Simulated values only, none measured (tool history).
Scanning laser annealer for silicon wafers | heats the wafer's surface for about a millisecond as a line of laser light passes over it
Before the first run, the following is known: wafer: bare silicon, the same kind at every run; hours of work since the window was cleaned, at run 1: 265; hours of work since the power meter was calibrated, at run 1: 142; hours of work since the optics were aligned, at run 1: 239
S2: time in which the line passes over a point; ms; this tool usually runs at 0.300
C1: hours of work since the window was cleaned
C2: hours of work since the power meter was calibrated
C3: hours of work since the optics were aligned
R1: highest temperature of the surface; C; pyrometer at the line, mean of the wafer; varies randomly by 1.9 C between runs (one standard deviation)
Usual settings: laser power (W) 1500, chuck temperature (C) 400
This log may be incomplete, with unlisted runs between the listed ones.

run 1 hour=0.0 | laser_power_(W)=1500 S2=0.300 chuck_temperature_(C)=400 | C1=265 C2=142 C3=239 | R1=1168
run 2 hour=18.8 | laser_power_(W)=1500 S2=0.234 chuck_temperature_(C)=400 | C1=273 C2=150 C3=247 | R1=1080
run 3 hour=49.2 | laser_power_(W)=1500 S2=0.234 chuck_temperature_(C)=400 | C1=286 C2=163 C3=260 | R1=1076
run 4 hour=84.3 | laser_power_(W)=1500 S2=0.234 chuck_temperature_(C)=400 | C1=301 C2=178 C3=275 | R1=1073
run 5 hour=124.9 | laser_power_(W)=1500 S2=0.300 chuck_temperature_(C)=400 | C1=318 C2=195 C3=292 | R1=1165
run 6 hour=147.2 | laser_power_(W)=1500 S2=0.300 chuck_temperature_(C)=400 | C1=328 C2=205 C3=301 | R1=1165
run 7 hour=175.3 | laser_power_(W)=1500 S2=0.300 chuck_temperature_(C)=400 | C1=340 C2=217 C3=313 | R1=1162
run 8 hour=215.9 | laser_power_(W)=1601 S2=0.300 chuck_temperature_(C)=400 | C1=357 C2=234 C3=331 | R1=1225
run 9 hour=258.7 | laser_power_(W)=1601 S2=0.300 chuck_temperature_(C)=400 | C1=375 C2=252 C3=349 | R1=1224
run 10 hour=278.3 | laser_power_(W)=1500 S2=0.300 chuck_temperature_(C)=400 | C1=384 C2=260 C3=357 | R1=1159
run 11 hour=316.1 | laser_power_(W)=1500 S2=0.300 chuck_temperature_(C)=400 | C1=400 C2=276 C3=373 | R1=1159
run 12 hour=342.1 | laser_power_(W)=1500 S2=0.300 chuck_temperature_(C)=400 | C1=411 C2=287 C3=384 | R1=1155
run 13 hour=370.3 | laser_power_(W)=1500 S2=0.300 chuck_temperature_(C)=391 | C1=423 C2=299 C3=396 | R1=1146
run 14 hour=404.8 | laser_power_(W)=1500 S2=0.300 chuck_temperature_(C)=391 | C1=437 C2=314 C3=411 | R1=1144
run 15 hour=432.6 | laser_power_(W)=1500 S2=0.300 chuck_temperature_(C)=391 | C1=449 C2=326 C3=423 | R1=1143
run 16 hour=462.6 | laser_power_(W)=1500 S2=0.214 chuck_temperature_(C)=400 | C1=462 C2=339 C3=435 | R1=1037
run 17 hour=492.0 | laser_power_(W)=1369 S2=0.221 chuck_temperature_(C)=391 | C1=474 C2=351 C3=448 | R1=967
run 18 hour=536.7 | laser_power_(W)=1369 S2=0.221 chuck_temperature_(C)=391 | C1=493 C2=370 C3=467 | R1=965
run 19 hour=573.3 | laser_power_(W)=1369 S2=0.221 chuck_temperature_(C)=391 | C1=509 C2=386 C3=482 | R1=965
run 20 hour=592.1 | laser_power_(W)=1369 S2=0.221 chuck_temperature_(C)=391 | C1=517 C2=394 C3=491 | R1=966
run 21 hour=613.6 | laser_power_(W)=1500 S2=0.254 chuck_temperature_(C)=400 | C1=526 C2=403 C3=500 | R1=1088
run 22 hour=659.0 | laser_power_(W)=1500 S2=0.299 chuck_temperature_(C)=378 | C1=545 C2=422 C3=519 | R1=1121

Expected results for the next run?
run 23 hour=679.8 | laser_power_(W)=1500 S2=0.369 chuck_temperature_(C)=378 | C1=554 C2=431 C3=528 | R1=?

{"run 23": {"R1": 1203}}
On a tool with no hidden condition, and with the same random variation, this run would have come out at R1 1255 C.
